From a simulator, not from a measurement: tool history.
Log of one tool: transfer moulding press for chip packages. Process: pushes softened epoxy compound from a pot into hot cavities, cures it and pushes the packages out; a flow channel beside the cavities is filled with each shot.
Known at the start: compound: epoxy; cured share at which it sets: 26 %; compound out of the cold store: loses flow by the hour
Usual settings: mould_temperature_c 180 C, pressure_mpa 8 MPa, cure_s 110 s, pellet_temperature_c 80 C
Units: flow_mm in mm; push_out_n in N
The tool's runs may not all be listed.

run	hour	mould_temperature_c	pressure_mpa	cure_s	pellet_temperature_c	incoming compound's hours out of the cold store	flow_mm	push_out_n
1	0	180	8	110	80	45.7	637	279
2	48.8	180	8	110	80	9.3	843	336
3	86.1	180	8	110	80	13.6	809	308
# hour 104.5: cavities cleaned with cleaning compound and waxed
4	108.8	180	8	110	74	35.3	695	279
5	157	180	8	110	74	13.8	816	310
6	189.7	180	8	110	74	21.1	777	323
7	212.9	180	8	110	87	15.2	808	295
# hour 222: cavities cleaned with cleaning compound and waxed
8	243.2	180	8	110	87	30.1	719	290
9	274.5	180	8.77	139	80	23.9	790	218
10	300	180	9.44	110	76	15.7	873	308
# hour 305.2: plunger's sealing rings changed
# hour 341.4: cavities cleaned with cleaning compound and waxed
11	349	185	8	110	89	32.9	695	228
12	398.8	181	6.01	110	89	27	632	281
13	426.9	184	8	110	82	23.7	738	245
# hour 459.9: cavities cleaned with cleaning compound and waxed
14	472.2	180	8	110	70	14	798	330

Forecast each of these 5 alternatives for the next run:
A	493.9	180	8	121	81	29.9	?	?
B	493.9	180	9.41	114	70	44.6	?	?
C	493.9	180	8	110	71	25.4	?	?
D	493.9	180	8	110	78	41.7	?	?
E	493.9	173	9.28	136	80	25.8	?	?

run	flow_mm	push_out_n
A	730	258
B	707	278
C	742	291
D	660	288
E	830	302
Without the tool's hidden state the same runs would have given:
run	flow_mm	push_out_n
A	730	257
B	707	276
C	742	289
D	661	286
E	830	300
